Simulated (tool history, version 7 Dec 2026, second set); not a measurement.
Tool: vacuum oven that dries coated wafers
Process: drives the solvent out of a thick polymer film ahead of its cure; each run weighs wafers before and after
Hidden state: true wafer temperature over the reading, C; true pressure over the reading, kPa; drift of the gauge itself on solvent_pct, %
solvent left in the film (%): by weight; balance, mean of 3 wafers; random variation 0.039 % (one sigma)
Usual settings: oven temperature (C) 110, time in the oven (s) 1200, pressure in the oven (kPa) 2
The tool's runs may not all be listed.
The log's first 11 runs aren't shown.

| run | hour | oven temperature (C) | time in the oven (s) | pressure in the oven (kPa) | hours of work since the thermocouples were calibrated | hours of work since the vacuum gauge was cleaned of residue | solvent left in the film (%) |
|---|---|---|---|---|---|---|---|
| 12 | 307.9 | 104 | 1740 | 2 | 234 | 807 | 4.61 |
| 13 | 340.3 | 104 | 1740 | 6.48 | 253 | 826 | 9.36 |
| 14 | 360.3 | 104 | 1740 | 6.48 | 264 | 838 | 9.45 |
| 15 | 377.1 | 104 | 1740 | 6.48 | 274 | 848 | 9.41 |
| 16 | 392.4 | 104 | 1740 | 6.48 | 283 | 857 | 9.29 |
| 17 | 407.7 | 110 | 1200 | 2 | 292 | 865 | 4.05 |
| 18 | 436.6 | 110 | 1200 | 2 | 309 | 882 | 3.99 |
| 19 | 456.1 | 110 | 1140 | 2 | 320 | 894 | 4.13 |
| 20 | 489.7 | 110 | 1140 | 2 | 340 | 913 | 4.13 |
| 21 | 505.3 | 110 | 1200 | 1.69 | 349 | 922 | 3.68 |
| 22 | 541 | 110 | 1200 | 1.69 | 370 | 943 | 3.68 |
| 23 | 557.4 | 110 | 1080 | 1.69 | 379 | 953 | 4 |
| 24 | 583 | 96 | 1200 | 1.11 | 394 | 968 | 7.1 |
|  | 587.2 | oven's thermocouples calibrated |
| 25 | 612.8 | 96 | 1200 | 1.11 | 15 | 984 | 6.93 |
| 26 | 648.6 | 121 | 1320 | 1.11 | 36 | 1005 | 1.16 |
| 27 | 678.2 | 97 | 1980 | 7.84 | 53 | 1022 | 12.92 |
| 28 | 711.1 | 106 | 1740 | 2.49 | 72 | 1041 | 4.41 |

Run 29 comes next. What will it give?
| 29 | 727.9 | 103 | 1620 | 4.29 | 82 | 1051 | ? |

solvent left in the film (%): 7.25
Without the tool's hidden state the same run would have given solvent left in the film (%) 7.46.
